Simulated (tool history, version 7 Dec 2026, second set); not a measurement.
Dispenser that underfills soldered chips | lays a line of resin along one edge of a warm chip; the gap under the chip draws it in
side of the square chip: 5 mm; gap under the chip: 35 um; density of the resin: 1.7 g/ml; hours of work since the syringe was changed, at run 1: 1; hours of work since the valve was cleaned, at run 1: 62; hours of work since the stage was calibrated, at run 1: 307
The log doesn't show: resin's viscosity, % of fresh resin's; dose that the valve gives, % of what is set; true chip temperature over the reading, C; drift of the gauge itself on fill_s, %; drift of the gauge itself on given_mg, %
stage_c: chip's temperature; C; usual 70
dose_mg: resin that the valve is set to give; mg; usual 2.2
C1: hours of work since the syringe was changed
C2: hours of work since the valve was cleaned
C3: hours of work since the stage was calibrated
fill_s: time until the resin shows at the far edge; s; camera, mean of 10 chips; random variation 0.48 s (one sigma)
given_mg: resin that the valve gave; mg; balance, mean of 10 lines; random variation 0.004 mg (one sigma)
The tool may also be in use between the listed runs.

{"run": 1, "day": 0.0, "stage_c": 70, "dose_mg": 2.2, "C1": 1, "C2": 62, "C3": 307, "fill_s": 40.5, "given_mg": 2.142}
{"day": 0.367, "done": "stage's temperature calibrated"}
{"run": 2, "day": 0.433, "stage_c": 70, "dose_mg": 2.2, "C1": 7, "C2": 68, "C3": 1, "fill_s": 54.3, "given_mg": 2.137}
{"day": 0.492, "done": "new syringe of resin"}
{"day": 0.967, "done": "new syringe of resin"}
{"run": 3, "day": 0.967, "stage_c": 70, "dose_mg": 2.2, "C1": 0, "C2": 76, "C3": 9, "fill_s": 35.6, "given_mg": 2.131}
{"run": 4, "day": 1.3, "stage_c": 70, "dose_mg": 2.2, "C1": 5, "C2": 82, "C3": 15, "fill_s": 49.3, "given_mg": 2.13}
{"day": 1.471, "done": "new syringe of resin"}
{"run": 5, "day": 1.712, "stage_c": 68, "dose_mg": 2.2, "C1": 4, "C2": 88, "C3": 21, "fill_s": 50.9, "given_mg": 2.121}
{"day": 1.95, "done": "new syringe of resin"}
{"run": 6, "day": 2.192, "stage_c": 68, "dose_mg": 2.2, "C1": 4, "C2": 96, "C3": 29, "fill_s": 50.5, "given_mg": 2.117}
{"day": 2.446, "done": "new syringe of resin"}
{"run": 7, "day": 2.617, "stage_c": 71, "dose_mg": 2.81, "C1": 3, "C2": 103, "C3": 36, "fill_s": 40.5, "given_mg": 2.702}
{"day": 2.921, "done": "new syringe of resin"}
{"day": 3.179, "done": "dispensing valve cleaned and set on the balance"}
{"run": 8, "day": 3.25, "stage_c": 79, "dose_mg": 1.97, "C1": 5, "C2": 1, "C3": 45, "fill_s": 35.1, "given_mg": 1.977}
{"day": 3.433, "done": "new syringe of resin"}
{"run": 9, "day": 3.767, "stage_c": 59, "dose_mg": 2.34, "C1": 5, "C2": 9, "C3": 53, "fill_s": 74.6, "given_mg": 2.332}
{"day": 3.917, "done": "new syringe of resin"}
{"run": 10, "day": 4.212, "stage_c": 59, "dose_mg": 2.84, "C1": 5, "C2": 16, "C3": 60, "fill_s": 71.9, "given_mg": 2.828}
{"day": 4.383, "done": "new syringe of resin"}
{"day": 4.867, "done": "new syringe of resin"}
{"run": 11, "day": 4.867, "stage_c": 64, "dose_mg": 2.74, "C1": 0, "C2": 27, "C3": 70, "fill_s": 45.9, "given_mg": 2.719}

3 ways to go on from here, each from the tool as it stands after run 11. What would each give?
{"day": 5.362, "done": "new syringe of resin"}
{"run": "A", "day": 5.488, "stage_c": 63, "dose_mg": 2.12, "C1": 2, "C2": 37, "C3": 80, "fill_s": "?", "given_mg": "?"}
{"day": 5.362, "done": "new syringe of resin"}
{"run": "B", "day": 5.488, "stage_c": 77, "dose_mg": 2.33, "C1": 2, "C2": 37, "C3": 80, "fill_s": "?", "given_mg": "?"}
{"day": 5.362, "done": "new syringe of resin"}
{"run": "C", "day": 5.488, "stage_c": 56, "dose_mg": 2.61, "C1": 2, "C2": 37, "C3": 80, "fill_s": "?", "given_mg": "?"}

run=A fill_s=54.8 given_mg=2.093
run=B fill_s=32.5 given_mg=2.298
run=C fill_s=68.9 given_mg=2.584
Without the tool's hidden state the same runs would have given:
run=A fill_s=48.8 given_mg=2.118
run=B fill_s=28.9 given_mg=2.325
run=C fill_s=61.2 given_mg=2.614
